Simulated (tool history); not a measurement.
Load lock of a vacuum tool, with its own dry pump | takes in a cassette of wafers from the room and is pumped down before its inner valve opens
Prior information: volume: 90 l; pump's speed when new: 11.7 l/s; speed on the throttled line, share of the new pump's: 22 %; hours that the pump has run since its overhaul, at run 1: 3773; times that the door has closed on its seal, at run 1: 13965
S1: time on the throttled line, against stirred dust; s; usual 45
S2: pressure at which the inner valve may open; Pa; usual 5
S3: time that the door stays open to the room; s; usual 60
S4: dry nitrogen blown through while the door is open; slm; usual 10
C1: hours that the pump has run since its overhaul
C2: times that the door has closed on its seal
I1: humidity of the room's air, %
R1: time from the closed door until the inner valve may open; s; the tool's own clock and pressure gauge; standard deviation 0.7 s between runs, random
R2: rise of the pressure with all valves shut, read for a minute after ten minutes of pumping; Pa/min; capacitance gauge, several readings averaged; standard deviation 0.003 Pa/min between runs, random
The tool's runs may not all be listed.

run	hour	S1	S2	S3	S4	C1	C2	I1	R1	R2
1	0.0	45	5	60	10	3773	13965	44.5	111.8	0.093
2	102.8	45	5	60	10	3876	14227	44.7	113.2	0.095
3	218.3	45	5	43	10	3991	14521	46.1	113.1	0.095
4	424.6	45	5	43	10	4198	15046	45.3	113.0	0.101
5	516.6	45	5	43	10	4290	15281	47.1	112.2	0.103
6	702.2	45	5	60	21	4475	15753	47.5	113.3	0.102
7	813.7	45	5	60	21	4587	16037	46.4	113.9	0.111
8	917.0	45	5	60	21	4690	16300	50.4	112.3	0.115
9	1043.6	45	5	60	21	4817	16623	46.9	113.3	0.110
10	1261.6	45	8	60	10	5035	17178	46.1	110.0	0.117
11	1486.2	45	8	60	10	5259	17750	46.7	109.5	0.129
12	1705.6	45	8	60	10	5479	18309	45.3	108.7	0.134
13	1827.6	45	8	60	10	5601	18619	42.2	110.5	0.128
14	1960.8	45	4	60	10	5734	18958	42.2	114.7	0.134
15	2064.2	45	4	60	10	5837	19222	44.3	116.5	0.137
16	2166.1	45	4	60	10	5939	19481	46.9	115.3	0.139
17	2352.5	45	9	60	10	6126	19956	43.5	109.2	0.144
18	2581.0	45	9	60	37	6354	20538	40.5	109.4	0.143
19	2758.2	45	5	60	10	6531	20989	45.4	112.7	0.151
20	2889.8	35	5	82	5	6663	21324	43.0	106.2	0.154
21	3040.7	59	7	82	5	6814	21709	46.2	121.3	0.168
22	3133.3	59	7	82	5	6906	21944	47.6	121.4	0.173
23	3314.5	59	7	82	5	7088	22406	48.9	122.2	0.180

What does the tool deliver on the next run?
24	3449.5	59	7	82	5	7223	22750	45.1	?	?

{"run 24": {"R1": 123.0, "R2": 0.18}}
Without the tool's hidden state the same run would have given R1 120.4 s, R2 0.029 Pa/min.
